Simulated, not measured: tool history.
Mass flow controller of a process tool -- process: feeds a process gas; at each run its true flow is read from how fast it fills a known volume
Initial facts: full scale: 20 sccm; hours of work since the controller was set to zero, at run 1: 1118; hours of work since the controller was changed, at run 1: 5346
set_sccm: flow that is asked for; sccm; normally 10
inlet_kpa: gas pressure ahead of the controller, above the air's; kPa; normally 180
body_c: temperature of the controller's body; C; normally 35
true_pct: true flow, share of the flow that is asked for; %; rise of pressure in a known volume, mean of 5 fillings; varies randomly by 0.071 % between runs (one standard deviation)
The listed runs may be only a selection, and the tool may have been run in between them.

run,hour,set_sccm,inlet_kpa,body_c,hours of work since the controller was set to zero,hours of work since the controller was changed,true_pct
1,0,10,180,35,1118,5346,100.17
2,152.8,13,180,35,1201,5429,100.37
3,382.6,13,180,30,1327,5555,100.03
4,612.8,13,180,30,1452,5680,100.04
5,728.7,13,180,30,1516,5744,99.96
6,939.5,13,180,29,1631,5859,100.07
7,1176.4,9,180,35,1760,5988,100.16
8,1304.3,9,180,35,1830,6058,100.19
9,1436.9,9,180,35,1903,6131,100.18
# hour 1632.1: controller exchanged for a calibrated one
10,1716,9,249,23,46,46,99.26
11,1960.8,9,249,23,180,180,99.14
12,2097.3,9,200,34,254,254,100.17
13,2233.7,20,200,32,329,329,100.95
14,2371.8,2,180,35,404,404,100.03
15,2596.9,2,180,35,527,527,99.97
16,2872.8,2,180,35,678,678,100.03
17,3049.8,10,219,21,775,775,99.31

What if the next run were any one of these 4? Each begins from the tool's condition after run 17:
A,3166,10,180,25,838,838,?
B,3166,3,219,21,838,838,?
C,3166,10,266,35,838,838,?
D,3166,9,219,21,838,838,?

run,true_pct
A,99.75
B,98.78
C,100.54
D,99.26
With no hidden state in the tool, these same runs would have given:
run,true_pct
A,99.22
B,98.25
C,100
D,98.73
